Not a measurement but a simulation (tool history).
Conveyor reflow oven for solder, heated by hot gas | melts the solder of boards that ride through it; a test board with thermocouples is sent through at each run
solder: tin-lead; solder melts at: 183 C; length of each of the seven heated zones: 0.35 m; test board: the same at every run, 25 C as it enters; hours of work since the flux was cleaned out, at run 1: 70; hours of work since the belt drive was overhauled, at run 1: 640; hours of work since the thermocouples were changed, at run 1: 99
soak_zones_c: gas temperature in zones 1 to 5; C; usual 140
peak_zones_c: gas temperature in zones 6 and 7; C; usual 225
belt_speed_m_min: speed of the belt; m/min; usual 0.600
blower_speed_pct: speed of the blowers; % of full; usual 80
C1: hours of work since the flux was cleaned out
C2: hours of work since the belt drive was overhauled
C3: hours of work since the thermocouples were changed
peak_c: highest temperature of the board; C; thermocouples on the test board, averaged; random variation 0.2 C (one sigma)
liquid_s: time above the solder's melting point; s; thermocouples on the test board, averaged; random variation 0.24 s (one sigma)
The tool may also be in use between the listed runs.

Run 1, day 0.000: usual settings; C1 70; C2 640; C3 99. Result: peak_c 207.8 C, liquid_s 45.3 s.
Run 2, day 0.771: usual settings; C1 80; C2 650; C3 109. Result: peak_c 207.9 C, liquid_s 45.5 s.
Run 3, day 1.592: usual settings; C1 90; C2 660; C3 119. Result: peak_c 208.0 C, liquid_s 45.1 s.
Run 4, day 3.104: usual settings; C1 109; C2 679; C3 138. Result: peak_c 207.3 C, liquid_s 45.2 s.
Run 5, day 3.838: usual settings but belt_speed_m_min 0.565 m/min; C1 119; C2 688; C3 147. Result: peak_c 209.4 C, liquid_s 50.2 s.
Run 6, day 5.358: usual settings but belt_speed_m_min 0.565 m/min; C1 138; C2 708; C3 167. Result: peak_c 209.2 C, liquid_s 50.1 s.
Run 7, day 6.421: usual settings but belt_speed_m_min 0.565 m/min; C1 151; C2 721; C3 180. Result: peak_c 209.2 C, liquid_s 49.6 s.
Run 8, day 7.146: usual settings but peak_zones_c 222 C; C1 160; C2 730; C3 189. Result: peak_c 205.0 C, liquid_s 42.4 s.
At day 7.767: flux residue cleaned out of gas plates and filters.
Run 9, day 8.879: usual settings but peak_zones_c 222 C; C1 14; C2 749; C3 208. Result: peak_c 205.9 C, liquid_s 44.0 s.
Run 10, day 10.175: usual settings but peak_zones_c 222 C; C1 30; C2 766; C3 225. Result: peak_c 206.7 C, liquid_s 43.5 s.
Run 11, day 11.200: usual settings but peak_zones_c 222 C; C1 43; C2 779; C3 238. Result: peak_c 206.2 C, liquid_s 43.4 s.
Run 12, day 12.262: usual settings but peak_zones_c 222 C; C1 57; C2 792; C3 251. Result: peak_c 205.9 C, liquid_s 43.7 s.
Run 13, day 13.100: usual settings but peak_zones_c 222 C; C1 67; C2 803; C3 262. Result: peak_c 206.0 C, liquid_s 43.0 s.
Run 14, day 14.183: usual settings but soak_zones_c 135 C; C1 81; C2 816; C3 275. Result: peak_c 207.0 C, liquid_s 42.9 s.
Run 15, day 15.054: usual settings but soak_zones_c 135 C, peak_zones_c 230 C; C1 92; C2 827; C3 286. Result: peak_c 211.1 C, liquid_s 46.9 s.
Run 16, day 16.467: usual settings but soak_zones_c 147 C, peak_zones_c 230 C; C1 110; C2 845; C3 304. Result: peak_c 213.4 C, liquid_s 52.6 s.

The next listed run, before its measurement:
Run 17, day 17.817: usual settings but soak_zones_c 152 C, belt_speed_m_min 0.574 m/min; C1 127; C2 862; C3 321. Result: peak_c ?, liquid_s ?.

Run 17 gave peak_c 211.6 C, liquid_s 56.5 s.
Without the tool's hidden state the same run would have given peak_c 211.7 C, liquid_s 56.1 s.
